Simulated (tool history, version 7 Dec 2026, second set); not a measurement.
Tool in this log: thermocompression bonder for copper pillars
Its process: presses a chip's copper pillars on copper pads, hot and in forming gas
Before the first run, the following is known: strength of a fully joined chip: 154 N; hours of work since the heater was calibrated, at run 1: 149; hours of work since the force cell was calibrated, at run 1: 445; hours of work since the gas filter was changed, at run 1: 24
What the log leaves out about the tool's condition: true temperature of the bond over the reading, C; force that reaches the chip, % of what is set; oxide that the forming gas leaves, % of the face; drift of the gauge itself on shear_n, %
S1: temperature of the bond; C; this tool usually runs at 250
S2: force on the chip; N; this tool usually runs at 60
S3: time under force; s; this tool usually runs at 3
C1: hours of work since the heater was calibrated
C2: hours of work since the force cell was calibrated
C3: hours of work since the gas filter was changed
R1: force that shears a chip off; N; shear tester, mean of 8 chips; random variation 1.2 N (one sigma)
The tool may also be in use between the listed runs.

{"run": 1, "hour": 0.0, "S1": 250, "S2": 60, "S3": 3, "C1": 149, "C2": 445, "C3": 24, "R1": 107.7}
{"run": 2, "hour": 28.9, "S1": 250, "S2": 60, "S3": 3, "C1": 164, "C2": 460, "C3": 39, "R1": 105.0}
{"run": 3, "hour": 52.6, "S1": 250, "S2": 60, "S3": 3, "C1": 175, "C2": 472, "C3": 51, "R1": 106.3}
{"run": 4, "hour": 89.7, "S1": 250, "S2": 60, "S3": 8, "C1": 194, "C2": 490, "C3": 69, "R1": 127.8}
{"run": 5, "hour": 138.6, "S1": 250, "S2": 60, "S3": 3, "C1": 219, "C2": 515, "C3": 94, "R1": 105.7}
{"run": 6, "hour": 172.8, "S1": 250, "S2": 60, "S3": 3, "C1": 236, "C2": 532, "C3": 111, "R1": 102.6}
{"run": 7, "hour": 227.6, "S1": 250, "S2": 60, "S3": 3, "C1": 263, "C2": 559, "C3": 138, "R1": 102.0}
{"run": 8, "hour": 280.7, "S1": 250, "S2": 60, "S3": 3, "C1": 290, "C2": 586, "C3": 165, "R1": 100.8}
{"run": 9, "hour": 318.4, "S1": 250, "S2": 60, "S3": 3, "C1": 309, "C2": 605, "C3": 184, "R1": 100.7}
{"run": 10, "hour": 362.7, "S1": 264, "S2": 60, "S3": 3, "C1": 331, "C2": 627, "C3": 206, "R1": 117.6}
{"run": 11, "hour": 405.8, "S1": 264, "S2": 60, "S3": 3, "C1": 353, "C2": 649, "C3": 228, "R1": 117.3}
{"run": 12, "hour": 444.9, "S1": 250, "S2": 60, "S3": 3, "C1": 372, "C2": 668, "C3": 247, "R1": 99.5}
{"run": 13, "hour": 488.0, "S1": 250, "S2": 60, "S3": 3, "C1": 394, "C2": 690, "C3": 269, "R1": 98.6}
{"run": 14, "hour": 515.0, "S1": 250, "S2": 60, "S3": 3, "C1": 407, "C2": 703, "C3": 283, "R1": 98.7}
{"run": 15, "hour": 553.9, "S1": 250, "S2": 60, "S3": 3, "C1": 427, "C2": 723, "C3": 302, "R1": 98.9}
{"run": 16, "hour": 591.5, "S1": 250, "S2": 60, "S3": 4, "C1": 446, "C2": 742, "C3": 321, "R1": 103.6}
{"run": 17, "hour": 636.2, "S1": 250, "S2": 60, "S3": 5, "C1": 468, "C2": 764, "C3": 343, "R1": 107.2}
{"run": 18, "hour": 669.9, "S1": 250, "S2": 45, "S3": 3, "C1": 485, "C2": 781, "C3": 360, "R1": 81.8}
{"run": 19, "hour": 693.9, "S1": 250, "S2": 45, "S3": 3, "C1": 497, "C2": 793, "C3": 372, "R1": 81.2}
{"run": 20, "hour": 740.7, "S1": 264, "S2": 45, "S3": 3, "C1": 520, "C2": 817, "C3": 396, "R1": 96.7}
{"run": 21, "hour": 781.1, "S1": 232, "S2": 60, "S3": 6, "C1": 541, "C2": 837, "C3": 416, "R1": 87.5}
{"run": 22, "hour": 826.4, "S1": 272, "S2": 60, "S3": 2, "C1": 563, "C2": 860, "C3": 439, "R1": 109.4}
{"run": 23, "hour": 853.5, "S1": 250, "S2": 60, "S3": 4, "C1": 577, "C2": 873, "C3": 452, "R1": 100.2}
{"run": 24, "hour": 888.4, "S1": 236, "S2": 41, "S3": 9, "C1": 595, "C2": 891, "C3": 470, "R1": 86.3}
{"hour": 931.1, "done": "forming gas filter changed"}
{"run": 25, "hour": 941.4, "S1": 256, "S2": 41, "S3": 2, "C1": 621, "C2": 917, "C3": 5, "R1": 76.0}
{"run": 26, "hour": 972.2, "S1": 229, "S2": 60, "S3": 8, "C1": 636, "C2": 932, "C3": 21, "R1": 95.9}
{"run": 27, "hour": 1026.2, "S1": 229, "S2": 60, "S3": 8, "C1": 663, "C2": 959, "C3": 48, "R1": 95.5}
{"run": 28, "hour": 1071.5, "S1": 229, "S2": 60, "S3": 8, "C1": 686, "C2": 982, "C3": 70, "R1": 95.7}
{"run": 29, "hour": 1103.7, "S1": 229, "S2": 60, "S3": 8, "C1": 702, "C2": 998, "C3": 87, "R1": 91.9}
{"run": 30, "hour": 1144.8, "S1": 233, "S2": 36, "S3": 6, "C1": 723, "C2": 1019, "C3": 107, "R1": 67.9}
{"run": 31, "hour": 1193.6, "S1": 233, "S2": 36, "S3": 6, "C1": 747, "C2": 1043, "C3": 132, "R1": 66.1}
{"run": 32, "hour": 1229.4, "S1": 280, "S2": 60, "S3": 3, "C1": 765, "C2": 1061, "C3": 150, "R1": 129.5}
{"run": 33, "hour": 1258.1, "S1": 272, "S2": 52, "S3": 3, "C1": 780, "C2": 1076, "C3": 164, "R1": 115.1}
{"run": 34, "hour": 1310.6, "S1": 272, "S2": 52, "S3": 5, "C1": 806, "C2": 1102, "C3": 190, "R1": 122.8}
{"run": 35, "hour": 1353.9, "S1": 250, "S2": 53, "S3": 8, "C1": 828, "C2": 1124, "C3": 212, "R1": 110.4}
{"run": 36, "hour": 1402.2, "S1": 269, "S2": 52, "S3": 3, "C1": 852, "C2": 1148, "C3": 236, "R1": 106.1}
{"run": 37, "hour": 1439.8, "S1": 269, "S2": 52, "S3": 3, "C1": 871, "C2": 1167, "C3": 255, "R1": 107.0}
{"run": 38, "hour": 1492.9, "S1": 250, "S2": 60, "S3": 2, "C1": 897, "C2": 1193, "C3": 282, "R1": 78.3}
{"run": 39, "hour": 1526.7, "S1": 267, "S2": 68, "S3": 9, "C1": 914, "C2": 1210, "C3": 299, "R1": 136.5}
{"run": 40, "hour": 1567.5, "S1": 238, "S2": 68, "S3": 2, "C1": 935, "C2": 1231, "C3": 319, "R1": 69.1}

Consider 4 possible next runs. They are alternatives, not a sequence: every one starts from the tool as it was left by run 40. What does each give?
{"run": "A", "hour": 1611.7, "S1": 238, "S2": 68, "S3": 3, "C1": 957, "C2": 1253, "C3": 341, "R1": "?"}
{"run": "B", "hour": 1611.7, "S1": 238, "S2": 65, "S3": 2, "C1": 957, "C2": 1253, "C3": 341, "R1": "?"}
{"run": "C", "hour": 1611.7, "S1": 267, "S2": 55, "S3": 6, "C1": 957, "C2": 1253, "C3": 341, "R1": "?"}
{"run": "D", "hour": 1611.7, "S1": 253, "S2": 68, "S3": 2, "C1": 957, "C2": 1253, "C3": 341, "R1": "?"}

run=A R1=77.5
run=B R1=66.3
run=C R1=121.4
run=D R1=84.9
The same runs, with their run-to-run variation unchanged, on a tool lacking any hidden condition would have given:
run=A R1=97.3
run=B R1=85.0
run=C R1=139.0
run=D R1=104.6
